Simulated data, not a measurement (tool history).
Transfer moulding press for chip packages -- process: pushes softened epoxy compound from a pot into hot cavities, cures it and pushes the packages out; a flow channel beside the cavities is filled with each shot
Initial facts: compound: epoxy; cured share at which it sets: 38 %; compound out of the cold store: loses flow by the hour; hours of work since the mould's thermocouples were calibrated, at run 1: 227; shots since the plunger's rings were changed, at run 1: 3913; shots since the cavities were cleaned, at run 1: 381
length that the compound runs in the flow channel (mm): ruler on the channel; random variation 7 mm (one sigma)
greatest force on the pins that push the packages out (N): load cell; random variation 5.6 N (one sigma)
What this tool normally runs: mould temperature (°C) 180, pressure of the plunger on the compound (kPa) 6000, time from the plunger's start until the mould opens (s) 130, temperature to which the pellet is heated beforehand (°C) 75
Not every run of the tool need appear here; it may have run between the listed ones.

run	hour	mould temperature (°C)	pressure of the plunger on the compound (kPa)	time from the plunger's start until the mould opens (s)	temperature to which the pellet is heated beforehand (°C)	hours of work since the mould's thermocouples were calibrated	shots since the plunger's rings were changed	shots since the cavities were cleaned	incoming compound's hours out of the cold store	length that the compound runs in the flow channel (mm)	greatest force on the pins that push the packages out (N)
1	0.0	180	6000	130	75	227	3913	381	20.4	953	208
2	27.6	180	6000	118	75	239	4074	542	8.3	1026	246
3	48.2	180	6000	118	75	248	4194	662	19.6	958	247
4	63.0	184	6000	130	75	254	4280	748	18.3	951	172
5	88.1	184	6000	130	75	265	4426	894	32.4	887	169
# hour 113.5: cavities cleaned with cleaning compound and waxed
6	122.1	184	6000	130	75	279	4615	50	47.8	837	178
7	143.8	184	6000	130	75	288	4741	176	45.2	852	159
8	173.6	181	6000	130	75	301	4914	349	42.5	864	174
9	190.8	181	6000	130	75	309	5015	450	44.5	863	191
10	222.6	181	6000	130	75	322	5200	635	19.5	955	182
11	246.5	181	6000	130	75	332	5339	774	31.6	908	180
12	261.1	180	6000	130	75	339	5424	859	23.5	940	197
# hour 292.6: cavities cleaned with cleaning compound and waxed
13	292.8	180	6000	130	76	352	5600	2	31.6	925	203
14	322.3	180	6000	139	75	364	5771	173	47.9	864	174
15	350.5	180	6000	139	75	377	5935	337	13.9	966	173
16	365.4	176	5930	123	68	383	6022	424	8.3	1013	294
17	382.4	176	4860	153	67	390	6121	523	19.0	882	197
# hour 393.6: plunger's sealing rings changed
18	407.0	176	4860	153	67	400	78	652	34.1	836	181
19	432.7	176	4860	153	67	411	227	801	43.5	808	185
20	456.1	185	7070	130	75	421	363	937	47.0	924	162
# hour 473.6: cavities cleaned with cleaning compound and waxed
21	491.9	186	6000	148	78	436	563	107	19.0	917	153
22	525.9	180	5110	130	75	450	760	304	37.2	823	195
23	557.9	188	6340	130	82	464	947	491	43.0	863	157
24	572.9	188	6340	130	82	471	1034	578	41.5	867	163
25	596.4	180	6000	158	75	481	1171	715	44.0	882	151
26	611.1	180	6000	158	75	487	1256	800	26.9	947	160
27	632.3	180	6000	158	75	496	1380	924	17.4	977	163
# hour 654.0: cavities cleaned with cleaning compound and waxed
28	657.8	181	5670	141	66	507	1519	22	11.6	953	180

Predict each of these 3 candidate next runs independently; none follows another, all start after run 28:
A	682.1	180	7190	130	71	517	1661	164	30.9	?	?
B	682.1	176	5670	141	68	517	1661	164	43.4	?	?
C	682.1	180	5900	110	75	517	1661	164	35.8	?	?

run	length that the compound runs in the flow channel (mm)	greatest force on the pins that push the packages out (N)
A	1020	186
B	867	202
C	888	242
The same runs, with their run-to-run variation unchanged, on a tool lacking any hidden condition would have given:
run	length that the compound runs in the flow channel (mm)	greatest force on the pins that push the packages out (N)
A	1020	186
B	867	201
C	888	242
